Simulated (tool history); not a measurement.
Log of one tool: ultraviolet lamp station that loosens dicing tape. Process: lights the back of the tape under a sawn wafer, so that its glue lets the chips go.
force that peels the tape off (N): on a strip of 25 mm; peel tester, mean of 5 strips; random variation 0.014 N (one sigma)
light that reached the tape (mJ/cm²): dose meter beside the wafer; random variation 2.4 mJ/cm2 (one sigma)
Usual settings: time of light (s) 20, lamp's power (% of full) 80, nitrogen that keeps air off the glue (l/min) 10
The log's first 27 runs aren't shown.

run    hour  time of light (s)  lamp's power (% of full)  nitrogen that keeps air off the glue (l/min)  force that peels the tape off (N)  light that reached the tape (mJ/cm²)
     1501.5  -- lamp changed
 28  1557.9                 24                        84                                            16                              0.344                                   318
 29  1593.8                 24                        84                                            16                              0.339                                   320
 30  1642.6                 34                        65                                             3                              0.788                                   353
 31  1716.5                 33                        98                                             6                              0.241                                   516
 32  1777.6                 11                        90                                             6                              1.884                                   157
 33  1825.9                 24                        80                                            10                              0.468                                   307
 34  1887.5                 20                        85                                             3                              1.210                                   270
     1895.7  -- window cleaned of glue's vapour
 35  1966.3                 20                        75                                             3                              1.500                                   236
 36  2036.5                 20                        80                                             7                              0.828                                   256
 37  2084.4                 11                        80                                             7                              1.996                                   141
 38  2155.7                 11                        64                                             5                              2.896                                   114
 39  2189.8                 11                        64                                             5                              2.813                                   113
 40  2252.0                 20                        60                                             3                              1.913                                   191
 41  2315.2                 20                        87                                             3                              1.143                                   283
 42  2394.4                 25                        84                                            11                              0.380                                   330

Forecast each of these 3 alternatives for the next run:
     2399.8  -- window cleaned of glue's vapour
  A  2469.6                 17                        89                                            10                                  ?                                     ?
     2399.8  -- window cleaned of glue's vapour
  B  2469.6                 20                        81                                            10                                  ?                                     ?
     2399.8  -- window cleaned of glue's vapour
  C  2469.6                 24                        80                                            10                                  ?                                     ?

run  force that peels the tape off (N)  light that reached the tape (mJ/cm²)
  A                              0.761                                   240
  B                              0.664                                   260
  C                              0.477                                   306
Without the tool's hidden state the same runs would have given:
run  force that peels the tape off (N)  light that reached the tape (mJ/cm²)
  A                              0.758                                   241
  B                              0.661                                   261
  C                              0.475                                   306

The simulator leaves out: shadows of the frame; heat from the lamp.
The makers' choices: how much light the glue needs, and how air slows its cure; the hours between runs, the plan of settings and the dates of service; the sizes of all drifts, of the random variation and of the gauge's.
